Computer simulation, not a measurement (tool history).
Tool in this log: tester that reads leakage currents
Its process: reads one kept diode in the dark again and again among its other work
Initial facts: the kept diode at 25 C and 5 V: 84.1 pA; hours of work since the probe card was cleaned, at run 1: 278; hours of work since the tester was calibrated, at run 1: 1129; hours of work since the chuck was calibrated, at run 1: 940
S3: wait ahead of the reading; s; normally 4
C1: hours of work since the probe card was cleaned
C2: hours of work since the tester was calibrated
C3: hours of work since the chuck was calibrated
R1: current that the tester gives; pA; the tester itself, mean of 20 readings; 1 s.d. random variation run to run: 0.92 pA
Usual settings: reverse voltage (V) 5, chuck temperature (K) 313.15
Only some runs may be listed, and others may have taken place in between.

run 1 hour=0 | reverse_voltage_(V)=5 chuck_temperature_(K)=313.15 S3=4 | C1=278 C2=1129 C3=940 | R1=319.77
run 2 hour=103.5 | reverse_voltage_(V)=5 chuck_temperature_(K)=313.15 S3=4 | C1=353 C2=1204 C3=1015 | R1=320.54
run 3 hour=223.2 | reverse_voltage_(V)=5 chuck_temperature_(K)=313.15 S3=4 | C1=440 C2=1291 C3=1102 | R1=322.21
run 4 hour=431.7 | reverse_voltage_(V)=5 chuck_temperature_(K)=313.15 S3=4 | C1=591 C2=1442 C3=1253 | R1=325.44
run 5 hour=519.5 | reverse_voltage_(V)=5 chuck_temperature_(K)=313.15 S3=4 | C1=655 C2=1506 C3=1317 | R1=324.83
run 6 hour=665.4 | reverse_voltage_(V)=5 chuck_temperature_(K)=300.15 S3=4 | C1=761 C2=1612 C3=1423 | R1=109.84
run 7 hour=768 | reverse_voltage_(V)=5 chuck_temperature_(K)=333.15 S3=4 | C1=835 C2=1686 C3=1497 | R1=1508.37
run 8 hour=914.9 | reverse_voltage_(V)=5 chuck_temperature_(K)=313.15 S3=4 | C1=942 C2=1793 C3=1604 | R1=330.33
run 9 hour=1051.9 | reverse_voltage_(V)=5 chuck_temperature_(K)=313.15 S3=4 | C1=1041 C2=1892 C3=1703 | R1=331.67
-- hour=1161.1 chuck's temperature calibrated
run 10 hour=1209.8 | reverse_voltage_(V)=5 chuck_temperature_(K)=313.15 S3=4 | C1=1154 C2=2005 C3=35 | R1=303.38
run 11 hour=1394.3 | reverse_voltage_(V)=5 chuck_temperature_(K)=313.15 S3=4 | C1=1288 C2=2139 C3=169 | R1=304.09
run 12 hour=1505.5 | reverse_voltage_(V)=5 chuck_temperature_(K)=313.15 S3=4 | C1=1369 C2=2220 C3=250 | R1=305.85
run 13 hour=1677.9 | reverse_voltage_(V)=5 chuck_temperature_(K)=313.15 S3=4 | C1=1494 C2=2345 C3=375 | R1=306.29
run 14 hour=1767 | reverse_voltage_(V)=5 chuck_temperature_(K)=313.15 S3=4 | C1=1558 C2=2409 C3=439 | R1=306.87
run 15 hour=1968.2 | reverse_voltage_(V)=5 chuck_temperature_(K)=313.15 S3=4 | C1=1704 C2=2555 C3=585 | R1=311.25
run 16 hour=2147.6 | reverse_voltage_(V)=5 chuck_temperature_(K)=313.15 S3=4 | C1=1834 C2=2685 C3=715 | R1=312.45
-- hour=2313.4 probe card cleaned and baked
run 17 hour=2341.3 | reverse_voltage_(V)=5 chuck_temperature_(K)=313.15 S3=4 | C1=20 C2=2824 C3=854 | R1=312.76
run 18 hour=2443.3 | reverse_voltage_(V)=5 chuck_temperature_(K)=313.15 S3=4 | C1=94 C2=2898 C3=928 | R1=314.04
run 19 hour=2558.4 | reverse_voltage_(V)=5 chuck_temperature_(K)=313.15 S3=4 | C1=178 C2=2981 C3=1011 | R1=314.81
run 20 hour=2750.3 | reverse_voltage_(V)=5 chuck_temperature_(K)=330.15 S3=4 | C1=317 C2=3120 C3=1150 | R1=1170.68
run 21 hour=2877 | reverse_voltage_(V)=2.97 chuck_temperature_(K)=309.15 S3=4 | C1=409 C2=3212 C3=1242 | R1=195.76
run 22 hour=3019.9 | reverse_voltage_(V)=2.97 chuck_temperature_(K)=309.15 S3=2.61 | C1=512 C2=3316 C3=1346 | R1=196.17
run 23 hour=3115.4 | reverse_voltage_(V)=2.97 chuck_temperature_(K)=309.15 S3=2.61 | C1=582 C2=3385 C3=1415 | R1=196.92
run 24 hour=3230.8 | reverse_voltage_(V)=2.97 chuck_temperature_(K)=309.15 S3=2.61 | C1=665 C2=3469 C3=1499 | R1=196.19
run 25 hour=3390.2 | reverse_voltage_(V)=2.97 chuck_temperature_(K)=309.15 S3=2.61 | C1=781 C2=3584 C3=1615 | R1=197.84
run 26 hour=3554 | reverse_voltage_(V)=2.97 chuck_temperature_(K)=309.15 S3=2.61 | C1=900 C2=3703 C3=1733 | R1=199.29
-- hour=3622.7 chuck's temperature calibrated
run 27 hour=3731.4 | reverse_voltage_(V)=2.97 chuck_temperature_(K)=309.15 S3=2.61 | C1=1027 C2=3830 C3=79 | R1=188.95
run 28 hour=3936.8 | reverse_voltage_(V)=5.98 chuck_temperature_(K)=302.15 S3=0.49 | C1=1176 C2=3979 C3=228 | R1=132.9
run 29 hour=4083.9 | reverse_voltage_(V)=8.54 chuck_temperature_(K)=294.15 S3=3.14 | C1=1283 C2=4086 C3=334 | R1=72.34
run 30 hour=4234.9 | reverse_voltage_(V)=8.54 chuck_temperature_(K)=294.15 S3=3.14 | C1=1392 C2=4195 C3=444 | R1=73.13
run 31 hour=4336.1 | reverse_voltage_(V)=4.76 chuck_temperature_(K)=313.15 S3=5.78 | C1=1466 C2=4269 C3=517 | R1=309.57
run 32 hour=4525.7 | reverse_voltage_(V)=4.76 chuck_temperature_(K)=313.15 S3=5.78 | C1=1603 C2=4406 C3=655 | R1=311.56
run 33 hour=4630.7 | reverse_voltage_(V)=6.18 chuck_temperature_(K)=313.15 S3=0.9 | C1=1679 C2=4483 C3=731 | R1=340.2
run 34 hour=4811.6 | reverse_voltage_(V)=6.18 chuck_temperature_(K)=313.15 S3=0.9 | C1=1810 C2=4614 C3=862 | R1=341.98
run 35 hour=4906.4 | reverse_voltage_(V)=3.78 chuck_temperature_(K)=313.15 S3=2.06 | C1=1879 C2=4683 C3=931 | R1=294.27
-- hour=5008.5 probe card cleaned and baked
run 36 hour=5008.5 | reverse_voltage_(V)=3.78 chuck_temperature_(K)=313.15 S3=6.06 | C1=0 C2=4754 C3=1003 | R1=294.9
run 37 hour=5104.6 | reverse_voltage_(V)=3.78 chuck_temperature_(K)=313.15 S3=6.06 | C1=70 C2=4824 C3=1073 | R1=293.83
run 38 hour=5292.3 | reverse_voltage_(V)=5 chuck_temperature_(K)=329.15 S3=4 | C1=206 C2=4960 C3=1209 | R1=1113.36
run 39 hour=5463.9 | reverse_voltage_(V)=5 chuck_temperature_(K)=329.15 S3=4 | C1=330 C2=5085 C3=1333 | R1=1120.94

Results for each run, recomputed without the tool's hidden state and with each run's random variation untouched:
The tool's hidden condition here consists of: stray current of the dirty probe card, pA a volt; current scale over the true one, %; true chuck temperature over the reading, C; drift of the gauge itself on leakage_pa, %.
run=1 R1=304.64
run=2 R1=304.44
run=3 R1=304.9
run=4 R1=305.97
run=5 R1=304.57
run=6 R1=101.57
run=7 R1=1416.64
run=8 R1=305.83
run=9 R1=305.71
run=10 R1=306.09
run=11 R1=304.87
run=12 R1=305.5
run=13 R1=304.23
run=14 R1=303.95
run=15 R1=306.31
run=16 R1=305.75
run=17 R1=305.55
run=18 R1=305.84
run=19 R1=305.39
run=20 R1=1132.99
run=21 R1=187.93
run=22 R1=187.46
run=23 R1=187.57
run=24 R1=186.24
run=25 R1=186.82
run=26 R1=187.18
run=27 R1=186.6
run=28 R1=129.66
run=29 R1=69.15
run=30 R1=69.41
run=31 R1=299.87
run=32 R1=300.02
run=33 R1=326.25
run=34 R1=325.99
run=35 R1=280.05
run=36 R1=280.83
run=37 R1=278.87
run=38 R1=1054.99
run=39 R1=1056.94
